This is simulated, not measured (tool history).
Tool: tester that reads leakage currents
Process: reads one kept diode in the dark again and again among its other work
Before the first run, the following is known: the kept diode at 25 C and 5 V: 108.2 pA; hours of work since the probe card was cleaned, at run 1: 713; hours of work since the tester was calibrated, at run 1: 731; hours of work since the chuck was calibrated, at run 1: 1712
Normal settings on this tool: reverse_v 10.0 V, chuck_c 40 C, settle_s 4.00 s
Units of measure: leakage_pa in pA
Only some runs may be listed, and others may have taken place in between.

run    hour  reverse_v  chuck_c  settle_s  hours of work since the probe card was cleaned  hours of work since the tester was calibrated  hours of work since the chuck was calibrated  leakage_pa
  1     0.0       10.0       40      4.00                                             713                                            731                                          1712      401.32
  2   153.9       10.0       40      4.00                                             784                                            802                                          1783      400.56
  3   255.3       10.0       40      4.00                                             830                                            848                                          1829      401.41
  4   376.3       10.0       40      4.00                                             886                                            904                                          1885      400.00
  5   462.5       10.0       40      4.00                                             925                                            943                                          1924      399.95
  6   553.4       10.0       40      4.00                                             967                                            985                                          1966      398.98
      641.7  -- chuck's temperature calibrated
  7   669.1       10.0       40      4.00                                            1019                                           1037                                            13      381.59
  8   843.8       10.0       40      4.00                                            1099                                           1117                                            93      381.55
  9  1002.9       10.0       40      4.00                                            1172                                           1190                                           166      380.52
     1135.6  -- chuck's temperature calibrated, once more
 10  1208.2        5.8       53      0.40                                            1266                                           1284                                            33      821.22
 11  1308.5        2.9       42      0.56                                            1312                                           1330                                            79      290.58
 12  1466.1       11.1       38      0.66                                            1384                                           1402                                           152      401.52

What does the tool deliver on the next run?
 13  1651.1       11.1       38      0.66                                            1469                                           1487                                           237           ?

{"run 13": {"leakage_pa": 400.34}}
With the hidden condition absent and the run-to-run variation left alone, this run would have shown leakage_pa 402.50 pA.
